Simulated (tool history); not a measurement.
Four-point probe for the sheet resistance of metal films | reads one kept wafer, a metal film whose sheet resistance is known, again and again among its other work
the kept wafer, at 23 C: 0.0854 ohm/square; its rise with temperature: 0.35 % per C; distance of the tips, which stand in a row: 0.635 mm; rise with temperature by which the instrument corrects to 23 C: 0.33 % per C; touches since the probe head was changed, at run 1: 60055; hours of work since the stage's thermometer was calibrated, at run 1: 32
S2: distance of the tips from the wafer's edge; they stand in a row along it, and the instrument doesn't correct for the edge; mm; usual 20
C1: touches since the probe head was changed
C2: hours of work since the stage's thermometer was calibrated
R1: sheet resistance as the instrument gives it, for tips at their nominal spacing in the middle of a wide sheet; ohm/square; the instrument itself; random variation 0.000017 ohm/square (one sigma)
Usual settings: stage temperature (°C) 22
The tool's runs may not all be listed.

{"run": 1, "hour": 0.0, "stage temperature (°C)": 22, "S2": 20, "C1": 60055, "C2": 32, "R1": 0.084724}
{"run": 2, "hour": 24.8, "stage temperature (°C)": 22, "S2": 20, "C1": 60870, "C2": 43, "R1": 0.084708}
{"run": 3, "hour": 40.2, "stage temperature (°C)": 22, "S2": 20, "C1": 61375, "C2": 50, "R1": 0.084708}
{"run": 4, "hour": 53.9, "stage temperature (°C)": 22, "S2": 20, "C1": 61823, "C2": 56, "R1": 0.084733}
{"run": 5, "hour": 71.4, "stage temperature (°C)": 22, "S2": 20, "C1": 62398, "C2": 64, "R1": 0.084714}
{"run": 6, "hour": 86.7, "stage temperature (°C)": 22, "S2": 20, "C1": 62898, "C2": 71, "R1": 0.08472}
{"run": 7, "hour": 115.6, "stage temperature (°C)": 22, "S2": 20, "C1": 63845, "C2": 84, "R1": 0.084727}
{"run": 8, "hour": 144.7, "stage temperature (°C)": 22, "S2": 6, "C1": 64800, "C2": 97, "R1": 0.085188}
{"run": 9, "hour": 172.8, "stage temperature (°C)": 22, "S2": 3, "C1": 65722, "C2": 110, "R1": 0.086638}
{"run": 10, "hour": 197.4, "stage temperature (°C)": 27, "S2": 20, "C1": 66530, "C2": 121, "R1": 0.084791}
{"run": 11, "hour": 225.2, "stage temperature (°C)": 22, "S2": 20, "C1": 67440, "C2": 134, "R1": 0.084681}
{"run": 12, "hour": 247.1, "stage temperature (°C)": 22, "S2": 20, "C1": 68159, "C2": 144, "R1": 0.084673}
{"run": 13, "hour": 270.1, "stage temperature (°C)": 22, "S2": 20, "C1": 68913, "C2": 154, "R1": 0.084675}
{"run": 14, "hour": 294.8, "stage temperature (°C)": 22, "S2": 20, "C1": 69724, "C2": 165, "R1": 0.084676}
{"run": 15, "hour": 323.5, "stage temperature (°C)": 22, "S2": 20, "C1": 70665, "C2": 178, "R1": 0.084674}
{"run": 16, "hour": 350.0, "stage temperature (°C)": 22, "S2": 20, "C1": 71533, "C2": 190, "R1": 0.084693}
{"run": 17, "hour": 375.2, "stage temperature (°C)": 32, "S2": 20, "C1": 72359, "C2": 201, "R1": 0.084887}
{"run": 18, "hour": 401.4, "stage temperature (°C)": 32, "S2": 20, "C1": 73218, "C2": 213, "R1": 0.08486}
{"run": 19, "hour": 419.0, "stage temperature (°C)": 32, "S2": 20, "C1": 73796, "C2": 221, "R1": 0.08488}
{"run": 20, "hour": 443.1, "stage temperature (°C)": 32, "S2": 20, "C1": 74585, "C2": 232, "R1": 0.084859}
{"run": 21, "hour": 458.0, "stage temperature (°C)": 19, "S2": 5, "C1": 75073, "C2": 239, "R1": 0.085319}
{"run": 22, "hour": 477.5, "stage temperature (°C)": 22, "S2": 20, "C1": 75715, "C2": 248, "R1": 0.084618}
{"run": 23, "hour": 503.5, "stage temperature (°C)": 19, "S2": 31, "C1": 76566, "C2": 259, "R1": 0.084589}
{"run": 24, "hour": 533.5, "stage temperature (°C)": 33, "S2": 4, "C1": 77551, "C2": 273, "R1": 0.085968}
{"run": 25, "hour": 555.6, "stage temperature (°C)": 22, "S2": 5, "C1": 78274, "C2": 283, "R1": 0.085372}
{"run": 26, "hour": 582.6, "stage temperature (°C)": 31, "S2": 20, "C1": 79161, "C2": 295, "R1": 0.084801}
{"run": 27, "hour": 605.3, "stage temperature (°C)": 21, "S2": 7, "C1": 79904, "C2": 305, "R1": 0.084968}
{"run": 28, "hour": 626.3, "stage temperature (°C)": 31, "S2": 7, "C1": 80592, "C2": 315, "R1": 0.085143}
{"run": 29, "hour": 654.6, "stage temperature (°C)": 31, "S2": 7, "C1": 81520, "C2": 328, "R1": 0.085127}
{"run": 30, "hour": 682.8, "stage temperature (°C)": 25, "S2": 40, "C1": 82447, "C2": 340, "R1": 0.084664}
{"run": 31, "hour": 699.2, "stage temperature (°C)": 29, "S2": 14, "C1": 82984, "C2": 348, "R1": 0.084817}
{"run": 32, "hour": 721.9, "stage temperature (°C)": 29, "S2": 14, "C1": 83727, "C2": 358, "R1": 0.084823}
{"run": 33, "hour": 746.9, "stage temperature (°C)": 29, "S2": 14, "C1": 84549, "C2": 369, "R1": 0.08483}
{"run": 34, "hour": 760.0, "stage temperature (°C)": 27, "S2": 17, "C1": 84976, "C2": 375, "R1": 0.084761}
{"run": 35, "hour": 782.8, "stage temperature (°C)": 27, "S2": 31, "C1": 85726, "C2": 386, "R1": 0.084707}
{"run": 36, "hour": 797.4, "stage temperature (°C)": 27, "S2": 45, "C1": 86204, "C2": 392, "R1": 0.084703}
{"run": 37, "hour": 817.8, "stage temperature (°C)": 27, "S2": 45, "C1": 86872, "C2": 401, "R1": 0.084685}
{"run": 38, "hour": 833.5, "stage temperature (°C)": 31, "S2": 62, "C1": 87388, "C2": 408, "R1": 0.084785}
{"run": 39, "hour": 847.5, "stage temperature (°C)": 32, "S2": 50, "C1": 87846, "C2": 415, "R1": 0.084749}
{"run": 40, "hour": 874.0, "stage temperature (°C)": 32, "S2": 50, "C1": 88714, "C2": 427, "R1": 0.084751}

4 ways to go on from here, each from the tool as it stands after run 40. What would each give?
{"run": "A", "hour": 892.8, "stage temperature (°C)": 27, "S2": 50, "C1": 89333, "C2": 435, "R1": "?"}
{"run": "B", "hour": 892.8, "stage temperature (°C)": 20, "S2": 20, "C1": 89333, "C2": 435, "R1": "?"}
{"run": "C", "hour": 892.8, "stage temperature (°C)": 29, "S2": 29, "C1": 89333, "C2": 435, "R1": "?"}
{"run": "D", "hour": 892.8, "stage temperature (°C)": 25, "S2": 5, "C1": 89333, "C2": 435, "R1": "?"}

run=A R1=0.084680
run=B R1=0.084609
run=C R1=0.084733
run=D R1=0.085362
Without the tool's hidden state the same runs would have given:
run=A R1=0.085482
run=B R1=0.085411
run=C R1=0.085536
run=D R1=0.086170

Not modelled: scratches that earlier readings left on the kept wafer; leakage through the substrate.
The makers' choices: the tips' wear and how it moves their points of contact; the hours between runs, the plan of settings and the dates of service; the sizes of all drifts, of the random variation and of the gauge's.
